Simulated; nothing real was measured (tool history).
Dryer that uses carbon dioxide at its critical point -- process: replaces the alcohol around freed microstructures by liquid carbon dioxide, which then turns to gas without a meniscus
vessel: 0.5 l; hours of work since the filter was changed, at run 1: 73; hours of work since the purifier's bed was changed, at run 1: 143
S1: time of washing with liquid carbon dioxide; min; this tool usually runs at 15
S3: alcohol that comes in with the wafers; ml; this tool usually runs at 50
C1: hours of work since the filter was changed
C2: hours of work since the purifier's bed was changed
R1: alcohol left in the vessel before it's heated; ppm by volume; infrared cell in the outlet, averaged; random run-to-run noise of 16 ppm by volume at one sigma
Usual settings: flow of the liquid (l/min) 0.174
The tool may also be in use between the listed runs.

{"run": 1, "day": 0.0, "S1": 15, "flow of the liquid (l/min)": 0.174, "S3": 50, "C1": 73, "C2": 143, "R1": 1272}
{"run": 2, "day": 0.671, "S1": 15, "flow of the liquid (l/min)": 0.174, "S3": 50, "C1": 80, "C2": 149, "R1": 1291}
{"run": 3, "day": 1.271, "S1": 20, "flow of the liquid (l/min)": 0.174, "S3": 50, "C1": 85, "C2": 155, "R1": 320}
{"run": 4, "day": 2.138, "S1": 20, "flow of the liquid (l/min)": 0.174, "S3": 50, "C1": 93, "C2": 163, "R1": 334}
{"run": 5, "day": 2.658, "S1": 15, "flow of the liquid (l/min)": 0.174, "S3": 50, "C1": 98, "C2": 168, "R1": 1359}
{"run": 6, "day": 3.342, "S1": 15, "flow of the liquid (l/min)": 0.174, "S3": 50, "C1": 104, "C2": 174, "R1": 1338}
{"run": 7, "day": 3.992, "S1": 15, "flow of the liquid (l/min)": 0.174, "S3": 50, "C1": 110, "C2": 180, "R1": 1384}
{"run": 8, "day": 5.008, "S1": 15, "flow of the liquid (l/min)": 0.174, "S3": 50, "C1": 120, "C2": 189, "R1": 1411}
{"run": 9, "day": 5.55, "S1": 15, "flow of the liquid (l/min)": 0.174, "S3": 50, "C1": 125, "C2": 194, "R1": 1443}
{"run": 10, "day": 6.267, "S1": 15, "flow of the liquid (l/min)": 0.174, "S3": 50, "C1": 131, "C2": 201, "R1": 1437}
{"run": 11, "day": 6.842, "S1": 10, "flow of the liquid (l/min)": 0.174, "S3": 50, "C1": 136, "C2": 206, "R1": 5775}
{"run": 12, "day": 7.554, "S1": 10, "flow of the liquid (l/min)": 0.174, "S3": 50, "C1": 143, "C2": 213, "R1": 5883}
{"run": 13, "day": 8.371, "S1": 15, "flow of the liquid (l/min)": 0.174, "S3": 50, "C1": 150, "C2": 220, "R1": 1510}
{"run": 14, "day": 8.792, "S1": 15, "flow of the liquid (l/min)": 0.174, "S3": 50, "C1": 154, "C2": 224, "R1": 1518}
{"run": 15, "day": 9.608, "S1": 15, "flow of the liquid (l/min)": 0.283, "S3": 50, "C1": 162, "C2": 232, "R1": 166}
{"run": 16, "day": 10.55, "S1": 15, "flow of the liquid (l/min)": 0.283, "S3": 50, "C1": 171, "C2": 240, "R1": 172}
{"run": 17, "day": 11.071, "S1": 15, "flow of the liquid (l/min)": 0.283, "S3": 50, "C1": 175, "C2": 245, "R1": 173}
{"run": 18, "day": 12.046, "S1": 11, "flow of the liquid (l/min)": 0.174, "S3": 63, "C1": 184, "C2": 254, "R1": 6049}
{"run": 19, "day": 12.904, "S1": 11, "flow of the liquid (l/min)": 0.174, "S3": 63, "C1": 192, "C2": 262, "R1": 6164}
{"run": 20, "day": 13.562, "S1": 11, "flow of the liquid (l/min)": 0.174, "S3": 63, "C1": 198, "C2": 268, "R1": 6076}
{"run": 21, "day": 14.083, "S1": 13, "flow of the liquid (l/min)": 0.174, "S3": 50, "C1": 203, "C2": 273, "R1": 2889}
{"run": 22, "day": 14.933, "S1": 13, "flow of the liquid (l/min)": 0.174, "S3": 50, "C1": 211, "C2": 281, "R1": 2957}
{"run": 23, "day": 15.767, "S1": 13, "flow of the liquid (l/min)": 0.174, "S3": 95, "C1": 219, "C2": 288, "R1": 5524}
{"run": 24, "day": 16.429, "S1": 13, "flow of the liquid (l/min)": 0.174, "S3": 95, "C1": 225, "C2": 294, "R1": 5676}
{"run": 25, "day": 17.279, "S1": 13, "flow of the liquid (l/min)": 0.175, "S3": 95, "C1": 232, "C2": 302, "R1": 5504}
{"run": 26, "day": 17.783, "S1": 15, "flow of the liquid (l/min)": 0.274, "S3": 101, "C1": 237, "C2": 307, "R1": 425}
{"run": 27, "day": 18.654, "S1": 16, "flow of the liquid (l/min)": 0.29, "S3": 24, "C1": 245, "C2": 315, "R1": 106}
{"run": 28, "day": 19.521, "S1": 16, "flow of the liquid (l/min)": 0.29, "S3": 24, "C1": 253, "C2": 323, "R1": 102}

Branching from run 28: 5 alternative next runs. What would each branch give?
{"run": "A", "day": 19.983, "S1": 12, "flow of the liquid (l/min)": 0.29, "S3": 24, "C1": 257, "C2": 327, "R1": "?"}
{"run": "B", "day": 19.983, "S1": 13, "flow of the liquid (l/min)": 0.167, "S3": 69, "C1": 257, "C2": 327, "R1": "?"}
{"run": "C", "day": 19.983, "S1": 16, "flow of the liquid (l/min)": 0.232, "S3": 24, "C1": 257, "C2": 327, "R1": "?"}
{"run": "D", "day": 19.983, "S1": 13, "flow of the liquid (l/min)": 0.254, "S3": 83, "C1": 257, "C2": 327, "R1": "?"}
{"run": "E", "day": 19.983, "S1": 12, "flow of the liquid (l/min)": 0.174, "S3": 50, "C1": 257, "C2": 327, "R1": "?"}

run=A R1=311
run=B R1=5144
run=C R1=232
run=D R1=1168
run=E R1=4025
What these runs would have given with no unlogged condition in the tool:
run=A R1=120
run=B R1=3153
run=C R1=77
run=D R1=544
run=E R1=2509

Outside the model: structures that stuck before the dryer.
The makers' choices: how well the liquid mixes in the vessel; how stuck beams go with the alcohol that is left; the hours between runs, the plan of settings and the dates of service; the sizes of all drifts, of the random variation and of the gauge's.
